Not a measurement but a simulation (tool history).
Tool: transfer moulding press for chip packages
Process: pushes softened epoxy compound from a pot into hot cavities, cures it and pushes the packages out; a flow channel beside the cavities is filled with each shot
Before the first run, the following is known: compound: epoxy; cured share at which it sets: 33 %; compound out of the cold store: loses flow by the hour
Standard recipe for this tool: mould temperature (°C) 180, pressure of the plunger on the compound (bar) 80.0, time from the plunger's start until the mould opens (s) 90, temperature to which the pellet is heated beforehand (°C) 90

| run | hour | mould temperature (°C) | pressure of the plunger on the compound (bar) | time from the plunger's start until the mould opens (s) | temperature to which the pellet is heated beforehand (°C) | incoming compound's hours out of the cold store | length that the compound runs in the flow channel (mm) | greatest force on the pins that push the packages out (N) |
|---|---|---|---|---|---|---|---|---|
| 1 | 0.0 | 180 | 80.0 | 90 | 90 | 32.9 | 681 | 399 |
| 2 | 11.7 | 180 | 80.0 | 90 | 90 | 32.8 | 697 | 396 |
| 3 | 22.5 | 180 | 80.0 | 90 | 90 | 12.6 | 799 | 427 |
| 4 | 35.5 | 180 | 80.0 | 90 | 98 | 43.4 | 637 | 393 |
|  | 43.9 | cavities cleaned with cleaning compound and waxed |
| 5 | 56.3 | 180 | 80.0 | 90 | 98 | 17.7 | 776 | 422 |
| 6 | 66.2 | 180 | 80.0 | 90 | 98 | 24.8 | 731 | 413 |
| 7 | 80.1 | 180 | 80.0 | 90 | 98 | 17.9 | 756 | 417 |
| 8 | 96.5 | 180 | 80.0 | 98 | 98 | 21.9 | 736 | 379 |
| 9 | 107.5 | 180 | 80.0 | 98 | 98 | 19.4 | 757 | 369 |
|  | 119.3 | cavities cleaned with cleaning compound and waxed |
| 10 | 125.9 | 180 | 80.0 | 98 | 98 | 30.2 | 706 | 358 |
| 11 | 134.2 | 180 | 80.0 | 90 | 90 | 25.9 | 723 | 406 |
| 12 | 146.6 | 180 | 80.0 | 90 | 90 | 47.0 | 636 | 387 |
| 13 | 159.4 | 180 | 80.0 | 116 | 90 | 40.2 | 668 | 355 |
| 14 | 173.2 | 180 | 80.0 | 116 | 90 | 16.7 | 772 | 336 |
| 15 | 187.6 | 186 | 80.0 | 97 | 90 | 21.9 | 732 | 337 |
|  | 190.5 | mould's thermocouples calibrated |
|  | 195.6 | cavities cleaned with cleaning compound and waxed |
| 16 | 204.2 | 180 | 89.8 | 75 | 90 | 22.1 | 793 | 562 |

Run 17 comes next. What will it give?
| 17 | 219.1 | 178 | 91.9 | 124 | 95 | 10.6 | ? | ? |

length that the compound runs in the flow channel (mm): 876
greatest force on the pins that push the packages out (N): 344
On a tool with no hidden condition, and with the same random variation, this run would have come out at length that the compound runs in the flow channel (mm) 877, greatest force on the pins that push the packages out (N) 341.
